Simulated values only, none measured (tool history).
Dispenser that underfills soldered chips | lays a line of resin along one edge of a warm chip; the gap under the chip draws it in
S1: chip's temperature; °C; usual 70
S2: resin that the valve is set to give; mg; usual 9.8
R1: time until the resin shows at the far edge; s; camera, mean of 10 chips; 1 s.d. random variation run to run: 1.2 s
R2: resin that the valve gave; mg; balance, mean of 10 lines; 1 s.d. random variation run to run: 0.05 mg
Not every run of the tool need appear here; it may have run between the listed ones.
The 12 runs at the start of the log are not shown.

-- hour=98.2 new syringe of resin
run 13 hour=98.2 | S1=70 S2=9.8 | R1=105.2 R2=9.73
run 14 hour=103.4 | S1=70 S2=9.63 | R1=117.8 R2=9.57
-- hour=108.1 new syringe of resin
run 15 hour=114.8 | S1=70 S2=9.63 | R1=120.8 R2=9.38
-- hour=117.8 new syringe of resin
run 16 hour=126.3 | S1=65 S2=9.63 | R1=160.9 R2=9.48
-- hour=127.3 new syringe of resin
run 17 hour=136.2 | S1=58 S2=9.8 | R1=229.9 R2=9.47
-- hour=137.2 new syringe of resin
run 18 hour=146 | S1=59 S2=9.53 | R1=217.9 R2=9.23
-- hour=147 new syringe of resin
run 19 hour=155.4 | S1=81 S2=10.7 | R1=72.7 R2=10.37
-- hour=157.2 new syringe of resin
run 20 hour=161.5 | S1=83 S2=9.27 | R1=61.4 R2=8.98
-- hour=166.7 new syringe of resin
run 21 hour=171.8 | S1=66 S2=9.17 | R1=136.4 R2=8.87
-- hour=176.5 new syringe of resin
run 22 hour=178.8 | S1=63 S2=10.54 | R1=154.3 R2=10.25
run 23 hour=184 | S1=63 S2=10.54 | R1=172.3 R2=10.21
-- hour=186.5 dispensing valve cleaned and set on the balance
-- hour=187.6 new syringe of resin
run 24 hour=192.5 | S1=63 S2=10.54 | R1=161.8 R2=10.45
-- hour=197.1 new syringe of resin
run 25 hour=200.6 | S1=72 S2=11.94 | R1=99.5 R2=11.93
-- hour=207.3 new syringe of resin
run 26 hour=208.2 | S1=68 S2=11.55 | R1=114.1 R2=11.47
run 27 hour=213.5 | S1=84 S2=8.48 | R1=61.5 R2=8.4
-- hour=216.8 new syringe of resin
run 28 hour=220.4 | S1=63 S2=9.8 | R1=156.8 R2=9.7
-- hour=227 new syringe of resin
run 29 hour=230.4 | S1=58 S2=11.27 | R1=200.5 R2=11.1
-- hour=237.3 new syringe of resin
run 30 hour=240.8 | S1=83 S2=12.32 | R1=57.4 R2=12.15
-- hour=246.9 new syringe of resin
run 31 hour=251.7 | S1=83 S2=12.32 | R1=58.7 R2=12.11
-- hour=256.7 new syringe of resin
run 32 hour=258.5 | S1=67 S2=11.85 | R1=117.9 R2=11.65
-- hour=266.7 new syringe of resin
run 33 hour=266.7 | S1=63 S2=10.4 | R1=144.3 R2=10.23
run 34 hour=273.5 | S1=70 S2=9.57 | R1=119.3 R2=9.35

Consider 5 possible next runs. They are alternatives, not a sequence: every one starts from the tool as it was left by run 34. What does each give?
-- hour=276.8 new syringe of resin
run A hour=280.4 | S1=69 S2=8.39 | R1=? R2=?
-- hour=276.8 new syringe of resin
run B hour=280.4 | S1=70 S2=12.27 | R1=? R2=?
-- hour=276.8 new syringe of resin
run C hour=280.4 | S1=61 S2=9.66 | R1=? R2=?
-- hour=276.8 new syringe of resin
run D hour=280.4 | S1=70 S2=10.71 | R1=? R2=?
-- hour=276.8 new syringe of resin
run E hour=280.4 | S1=67 S2=12.54 | R1=? R2=?

run=A R1=116.5 R2=8.17
run=B R1=105.4 R2=12.02
run=C R1=168.8 R2=9.44
run=D R1=105.6 R2=10.54
run=E R1=121.4 R2=12.28
Had the tool no hidden state, the same runs would have come out as:
run=A R1=124.2 R2=8.36
run=B R1=112.8 R2=12.3
run=C R1=181.6 R2=9.66
run=D R1=112.9 R2=10.78
run=E R1=130.3 R2=12.57
